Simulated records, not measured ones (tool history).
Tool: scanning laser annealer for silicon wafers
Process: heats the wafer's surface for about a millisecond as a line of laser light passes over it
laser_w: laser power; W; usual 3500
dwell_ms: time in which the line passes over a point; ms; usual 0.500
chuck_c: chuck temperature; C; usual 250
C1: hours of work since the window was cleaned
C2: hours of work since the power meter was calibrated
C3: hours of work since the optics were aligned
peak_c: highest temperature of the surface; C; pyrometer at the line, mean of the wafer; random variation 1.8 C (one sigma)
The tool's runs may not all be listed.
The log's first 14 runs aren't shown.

Run 15, hour 389.0: usual settings; C1 250; C2 514; C3 364. Result: peak_c 966 C.
Run 16, hour 415.2: usual settings but chuck_c 272 C; C1 264; C2 528; C3 377. Result: peak_c 987 C.
Run 17, hour 456.1: usual settings but chuck_c 272 C; C1 285; C2 549; C3 398. Result: peak_c 985 C.
Run 18, hour 481.0: usual settings but laser_w 3844 W, dwell_ms 0.524 ms, chuck_c 272 C; C1 297; C2 561; C3 411. Result: peak_c 1076 C.
Run 19, hour 513.0: usual settings but chuck_c 213 C; C1 314; C2 578; C3 427. Result: peak_c 925 C.
Run 20, hour 545.7: usual settings but dwell_ms 0.494 ms, chuck_c 266 C; C1 330; C2 594; C3 444. Result: peak_c 973 C.
Run 21, hour 586.6: usual settings but laser_w 3714 W, dwell_ms 0.509 ms, chuck_c 262 C; C1 351; C2 615; C3 465. Result: peak_c 1024 C.
Run 22, hour 606.4: usual settings but laser_w 3108 W, dwell_ms 0.356 ms, chuck_c 276 C; C1 361; C2 625; C3 475. Result: peak_c 813 C.
Run 23, hour 645.8: usual settings but laser_w 3108 W, dwell_ms 0.356 ms, chuck_c 276 C; C1 382; C2 645; C3 495. Result: peak_c 811 C.
Run 24, hour 672.5: usual settings but laser_w 3020 W, dwell_ms 0.390 ms; C1 395; C2 659; C3 509. Result: peak_c 791 C.
Run 25, hour 710.8: usual settings but dwell_ms 0.463 ms, chuck_c 232 C; C1 415; C2 678; C3 528. Result: peak_c 911 C.
Run 26, hour 740.0: usual settings but laser_w 3558 W, dwell_ms 0.531 ms, chuck_c 240 C; C1 430; C2 693; C3 543. Result: peak_c 971 C.
Run 27, hour 758.6: usual settings but laser_w 3558 W, dwell_ms 0.531 ms, chuck_c 240 C; C1 439; C2 703; C3 553. Result: peak_c 973 C.
At hour 786.6: window over the wafer cleaned.
Run 28, hour 800.7: usual settings but laser_w 3718 W, dwell_ms 0.402 ms; C1 7; C2 723; C3 573. Result: peak_c 954 C.
Run 29, hour 840.3: usual settings but laser_w 3018 W, dwell_ms 0.402 ms; C1 27; C2 743; C3 593. Result: peak_c 811 C.
Run 30, hour 872.0: usual settings but laser_w 3018 W, dwell_ms 0.402 ms, chuck_c 286 C; C1 44; C2 760; C3 609. Result: peak_c 844 C.
Run 31, hour 893.8: usual settings but laser_w 3018 W, dwell_ms 0.402 ms, chuck_c 286 C; C1 55; C2 771; C3 621. Result: peak_c 845 C.
Run 32, hour 933.1: usual settings but laser_w 3578 W, chuck_c 271 C; C1 75; C2 791; C3 641. Result: peak_c 1007 C.
Run 33, hour 957.5: usual settings but laser_w 3551 W, dwell_ms 0.601 ms, chuck_c 271 C; C1 87; C2 803; C3 653. Result: peak_c 1061 C.

4 ways to go on from here, each from the tool as it stands after run 33. What would each give?
Run A, hour 974.1: usual settings but laser_w 3551 W, dwell_ms 0.593 ms, chuck_c 272 C; C1 96; C2 812; C3 661. Result: peak_c ?.
Run B, hour 974.1: usual settings but laser_w 3480 W, dwell_ms 0.372 ms, chuck_c 266 C; C1 96; C2 812; C3 661. Result: peak_c ?.
Run C, hour 974.1: usual settings but laser_w 3218 W, dwell_ms 0.483 ms, chuck_c 212 C; C1 96; C2 812; C3 661. Result: peak_c ?.
Run D, hour 974.1: usual settings but laser_w 3551 W, dwell_ms 0.351 ms, chuck_c 212 C; C1 96; C2 812; C3 661. Result: peak_c ?.

run  peak_c
  A    1055
  B     896
  C     857
  D     837
Without the tool's hidden state the same runs would have given:
run  peak_c
  A    1080
  B     916
  C     877
  D     856
